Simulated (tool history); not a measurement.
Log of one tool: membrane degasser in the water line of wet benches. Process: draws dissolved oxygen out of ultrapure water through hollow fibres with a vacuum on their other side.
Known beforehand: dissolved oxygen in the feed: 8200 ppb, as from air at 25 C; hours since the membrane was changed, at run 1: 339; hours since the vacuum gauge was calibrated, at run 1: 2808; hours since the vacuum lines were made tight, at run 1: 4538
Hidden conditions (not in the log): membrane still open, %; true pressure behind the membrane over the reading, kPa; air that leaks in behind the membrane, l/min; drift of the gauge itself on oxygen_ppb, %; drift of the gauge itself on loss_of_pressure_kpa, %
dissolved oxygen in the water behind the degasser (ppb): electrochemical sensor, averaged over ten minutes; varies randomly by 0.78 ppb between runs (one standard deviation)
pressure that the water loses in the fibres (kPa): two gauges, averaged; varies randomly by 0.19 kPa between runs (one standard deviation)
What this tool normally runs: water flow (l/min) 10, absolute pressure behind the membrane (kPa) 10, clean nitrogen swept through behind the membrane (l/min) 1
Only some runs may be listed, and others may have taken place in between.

run,hour,water flow (l/min),absolute pressure behind the membrane (kPa),clean nitrogen swept through behind the membrane (l/min),hours since the membrane was changed,hours since the vacuum gauge was calibrated,hours since the vacuum lines were made tight,dissolved oxygen in the water behind the degasser (ppb),pressure that the water loses in the fibres (kPa)
1,0,10,10,1,339,2808,4538,161,38.7
2,34.7,10,10,1,373,2843,4573,163,38.82
3,70.6,10,10,1,409,2879,4609,162.2,38.81
4,95.9,10,10,1,435,2904,4634,162.6,38.87
5,140.3,10,10,1,479,2949,4678,160.9,38.7
6,160,8,10,1,499,2968,4698,130.2,30.98
7,192.8,8,16.8,1.42,531,3001,4731,185.2,31.25
8,232.6,8,16.8,1.42,571,3041,4771,184.6,31.36
9,270.5,9,9.2,1.42,609,3079,4809,94.1,35.12
10,291.1,7,7.2,1.42,630,3100,4829,49.4,26.91

3 ways to go on from here, each from the tool as it stands after run 10. What would each give?
A,325.1,10,10,0.81,664,3134,4863,?,?
B,325.1,7,20.2,0.75,664,3134,4863,?,?
C,325.1,8,8.2,0.45,664,3134,4863,?,?

run,dissolved oxygen in the water behind the degasser (ppb),pressure that the water loses in the fibres (kPa)
A,196.4,39.09
B,364.3,26.95
C,198.3,31.12
Had the tool no hidden state, the same runs would have come out as:
run,dissolved oxygen in the water behind the degasser (ppb),pressure that the water loses in the fibres (kPa)
A,196.2,39.09
B,363.9,26.95
C,198,31.12
